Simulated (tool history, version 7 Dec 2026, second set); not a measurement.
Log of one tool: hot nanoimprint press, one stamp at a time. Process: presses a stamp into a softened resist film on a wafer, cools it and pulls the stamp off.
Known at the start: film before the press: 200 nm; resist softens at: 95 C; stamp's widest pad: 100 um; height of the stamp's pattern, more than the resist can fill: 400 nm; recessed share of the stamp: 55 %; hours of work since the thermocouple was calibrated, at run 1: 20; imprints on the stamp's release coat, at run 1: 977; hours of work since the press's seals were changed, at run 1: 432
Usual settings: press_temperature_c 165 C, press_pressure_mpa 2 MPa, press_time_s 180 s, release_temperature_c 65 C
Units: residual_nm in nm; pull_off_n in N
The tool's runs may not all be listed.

| run | day | press_temperature_c | press_pressure_mpa | press_time_s | release_temperature_c | hours of work since the thermocouple was calibrated | imprints on the stamp's release coat | hours of work since the press's seals were changed | residual_nm | pull_off_n |
|---|---|---|---|---|---|---|---|---|---|---|
| 1 | 0 | 165 | 2 | 180 | 65 | 20 | 977 | 432 | 103.5 | 96.6 |
|  | 0.783 | stamp cleaned and given a new release coat |
| 2 | 0.783 | 165 | 2 | 180 | 65 | 29 | 0 | 441 | 103.8 | 96.6 |
| 3 | 1.4 | 165 | 2 | 180 | 65 | 40 | 68 | 451 | 103.4 | 97.2 |
| 4 | 2.275 | 165 | 2 | 180 | 65 | 54 | 165 | 466 | 104.1 | 96.4 |
| 5 | 3.442 | 165 | 2 | 108 | 65 | 74 | 293 | 486 | 123.4 | 95.6 |
| 6 | 4.492 | 165 | 2 | 108 | 65 | 92 | 409 | 503 | 123.5 | 96.2 |
| 7 | 5.746 | 165 | 2 | 142 | 65 | 113 | 547 | 525 | 112.4 | 97.2 |
| 8 | 6.704 | 177 | 2 | 180 | 65 | 129 | 652 | 541 | 64.2 | 97.1 |
| 9 | 7.375 | 165 | 2 | 180 | 65 | 141 | 726 | 552 | 102.7 | 96.2 |
| 10 | 8.183 | 165 | 2 | 180 | 71 | 154 | 815 | 566 | 104.3 | 80.5 |
| 11 | 8.833 | 165 | 2 | 180 | 71 | 165 | 887 | 577 | 103.8 | 78.9 |
| 12 | 9.417 | 165 | 2 | 180 | 61 | 175 | 951 | 587 | 103.9 | 108.1 |
|  | 10.508 | stamp cleaned and given a new release coat |
| 13 | 10.638 | 165 | 2 | 180 | 65 | 192 | 13 | 603 | 103 | 96.3 |
| 14 | 11.183 | 165 | 2 | 180 | 65 | 201 | 74 | 612 | 103.8 | 97.2 |
| 15 | 12.388 | 165 | 2 | 180 | 65 | 221 | 206 | 633 | 103.9 | 97.6 |
| 16 | 13.467 | 165 | 2 | 180 | 65 | 239 | 325 | 651 | 103.3 | 96.3 |
| 17 | 14.425 | 165 | 2 | 180 | 65 | 256 | 431 | 667 | 103.6 | 96.2 |
| 18 | 15.446 | 165 | 2 | 181 | 65 | 273 | 543 | 684 | 103.7 | 96.9 |
| 19 | 16.129 | 160 | 2 | 185 | 65 | 284 | 618 | 696 | 124.3 | 96.8 |
| 20 | 17.029 | 160 | 2 | 185 | 65 | 300 | 717 | 711 | 124.2 | 97.2 |
| 21 | 17.875 | 157 | 2 | 185 | 56 | 314 | 810 | 725 | 136.9 | 120.3 |
|  | 18.167 | plate thermocouple calibrated |
| 22 | 18.946 | 169 | 2 | 180 | 53 | 13 | 915 | 741 | 88.3 | 130.3 |
| 23 | 19.95 | 158 | 1.44 | 180 | 67 | 30 | 1025 | 758 | 145.9 | 91.5 |
|  | 20.279 | stamp cleaned and given a new release coat |
| 24 | 20.846 | 168 | 2.43 | 180 | 65 | 41 | 62 | 769 | 85.6 | 96 |
| 25 | 21.442 | 155 | 2 | 180 | 65 | 51 | 128 | 779 | 147.7 | 95.9 |
| 26 | 22.517 | 155 | 2 | 180 | 65 | 69 | 246 | 798 | 146.3 | 96.2 |
| 27 | 23.646 | 155 | 2 | 243 | 51 | 88 | 371 | 817 | 137.6 | 136.4 |
| 28 | 24.567 | 156 | 2.47 | 135 | 64 | 104 | 472 | 832 | 146.1 | 97.9 |
| 29 | 25.238 | 156 | 2.47 | 104 | 65 | 115 | 546 | 844 | 153.4 | 95.7 |

4 ways to go on from here, each from the tool as it stands after run 29. What would each give?
| A | 26.275 | 176 | 3.01 | 104 | 62 | 133 | 660 | 861 | ? | ? |
| B | 26.275 | 172 | 2.8 | 117 | 65 | 133 | 660 | 861 | ? | ? |
| C | 26.275 | 165 | 2 | 202 | 65 | 133 | 660 | 861 | ? | ? |
| D | 26.275 | 153 | 2 | 180 | 65 | 133 | 660 | 861 | ? | ? |

| run | residual_nm | pull_off_n |
|---|---|---|
| A | 70.5 | 105.9 |
| B | 80.7 | 97.7 |
| C | 98.9 | 96.6 |
| D | 156.2 | 96.5 |
Without the tool's hidden state the same runs would have given:
| run | residual_nm | pull_off_n |
|---|---|---|
| A | 70.5 | 105.6 |
| B | 80.7 | 97.5 |
| C | 99 | 96.4 |
| D | 156.3 | 96.3 |
